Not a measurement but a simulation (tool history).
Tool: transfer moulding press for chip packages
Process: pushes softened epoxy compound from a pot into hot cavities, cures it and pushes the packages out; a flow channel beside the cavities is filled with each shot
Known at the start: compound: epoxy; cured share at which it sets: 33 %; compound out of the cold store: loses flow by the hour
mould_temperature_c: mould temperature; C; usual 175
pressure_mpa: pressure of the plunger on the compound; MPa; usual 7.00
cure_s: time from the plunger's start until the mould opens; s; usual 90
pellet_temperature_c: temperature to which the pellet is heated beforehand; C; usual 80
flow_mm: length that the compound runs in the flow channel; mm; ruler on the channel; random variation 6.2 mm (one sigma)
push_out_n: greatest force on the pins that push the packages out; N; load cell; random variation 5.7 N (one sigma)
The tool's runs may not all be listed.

run   hour  mould_temperature_c  pressure_mpa  cure_s  pellet_temperature_c  incoming compound's hours out of the cold store  flow_mm  push_out_n
  1    0.0                  175          7.00      90                    80                                             19.2      936         331
      34.5  -- cavities cleaned with cleaning compound and waxed
  2   35.7                  175          7.00      90                    88                                             24.4      921         216
      62.1  -- plunger's sealing rings changed
  3   71.1                  175          7.00      90                    80                                             23.6      985         322
  4   95.7                  175          7.00      90                    71                                             10.3     1030         349
     123.6  -- cavities cleaned with cleaning compound and waxed
  5  127.6                  175          7.00      90                    71                                             34.9      943         232
  6  154.5                  175          7.00      90                    71                                             31.9      945         316
     176.8  -- mould's thermocouples calibrated
  7  181.7                  175          7.00      90                    80                                             32.2      941         319
     210.6  -- cavities cleaned with cleaning compound and waxed
  8  213.0                  175          6.68      90                    80                                             17.6      961         218
  9  243.6                  175          6.68      90                    80                                             14.8      962         321
 10  279.0                  175          6.68      90                    80                                             25.7      924         343
     298.0  -- cavities cleaned with cleaning compound and waxed
 11  308.7                  175          6.68      90                    80                                             21.5      928         261
 12  338.2                  175          6.68      90                    80                                              8.2      976         328
 13  364.2                  175          7.00     115                    80                                              9.7      986         318
     384.3  -- cavities cleaned with cleaning compound and waxed
 14  401.6                  175          7.00     115                    80                                             29.1      909         258
 15  438.1                  175          7.00     115                    80                                             22.6      922         309

Forecast run 16:
     455.3  -- plunger's sealing rings changed
 16  457.2                  175          5.63     115                    80                                             19.3        ?           ?

flow_mm: 913 mm
push_out_n: 312 N
Without the tool's hidden state the same run would have given flow_mm 914 mm, push_out_n 184 N.
